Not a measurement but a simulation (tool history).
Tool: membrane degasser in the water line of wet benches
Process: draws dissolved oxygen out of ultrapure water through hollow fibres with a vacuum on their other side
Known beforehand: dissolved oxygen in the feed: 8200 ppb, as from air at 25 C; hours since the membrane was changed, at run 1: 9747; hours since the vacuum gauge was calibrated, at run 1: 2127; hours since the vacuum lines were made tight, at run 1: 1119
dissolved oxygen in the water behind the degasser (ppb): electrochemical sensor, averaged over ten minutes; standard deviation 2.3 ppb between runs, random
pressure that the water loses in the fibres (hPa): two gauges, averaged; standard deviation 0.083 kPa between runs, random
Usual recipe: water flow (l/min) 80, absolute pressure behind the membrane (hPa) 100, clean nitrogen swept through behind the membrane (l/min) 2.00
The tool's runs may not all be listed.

run	hour	water flow (l/min)	absolute pressure behind the membrane (hPa)	clean nitrogen swept through behind the membrane (l/min)	hours since the membrane was changed	hours since the vacuum gauge was calibrated	hours since the vacuum lines were made tight	dissolved oxygen in the water behind the degasser (ppb)	pressure that the water loses in the fibres (hPa)
1	0.0	80	100	2.00	9747	2127	1119	700.9	326.9
2	193.2	80	100	2.00	9941	2321	1312	697.1	327.8
3	333.0	80	213	2.00	10080	2460	1452	1417.6	325.7
4	454.4	80	213	2.00	10202	2582	1573	1415.5	328.2
5	673.3	80	213	2.00	10421	2801	1792	1423.6	327.4
6	915.0	80	213	2.00	10662	3042	2034	1420.3	329.1
7	1036.2	80	213	2.00	10784	3164	2155	1420.0	327.9
8	1250.3	80	213	2.00	10998	3378	2369	1419.9	327.9
# hour 1266.0: vacuum gauge calibrated
9	1414.5	80	80	3.71	11161	149	2533	420.2	327.4
10	1527.5	92	80	3.56	11274	262	2646	517.9	378.2
11	1701.2	92	80	3.56	11448	435	2819	519.3	377.4
12	1864.6	61	108	3.18	11611	599	2983	427.5	250.7
13	1971.2	61	108	3.18	11718	705	3089	431.4	250.2

Predict each of these 4 candidate next runs independently; none follows another, all start after run 13:
A	2153.0	61	108	4.53	11900	887	3271	?	?
B	2153.0	85	100	2.13	11900	887	3271	?	?
C	2153.0	54	111	3.18	11900	887	3271	?	?
D	2153.0	53	116	1.46	11900	887	3271	?	?

run	dissolved oxygen in the water behind the degasser (ppb)	pressure that the water loses in the fibres (hPa)
A	345.0	250.6
B	737.4	348.6
C	383.2	222.9
D	672.6	217.6
With the hidden condition removed and each run's random variation left untouched, the same runs would have given:
run	dissolved oxygen in the water behind the degasser (ppb)	pressure that the water loses in the fibres (hPa)
A	322.9	241.8
B	697.1	336.4
C	362.9	215.1
D	647.0	210.0

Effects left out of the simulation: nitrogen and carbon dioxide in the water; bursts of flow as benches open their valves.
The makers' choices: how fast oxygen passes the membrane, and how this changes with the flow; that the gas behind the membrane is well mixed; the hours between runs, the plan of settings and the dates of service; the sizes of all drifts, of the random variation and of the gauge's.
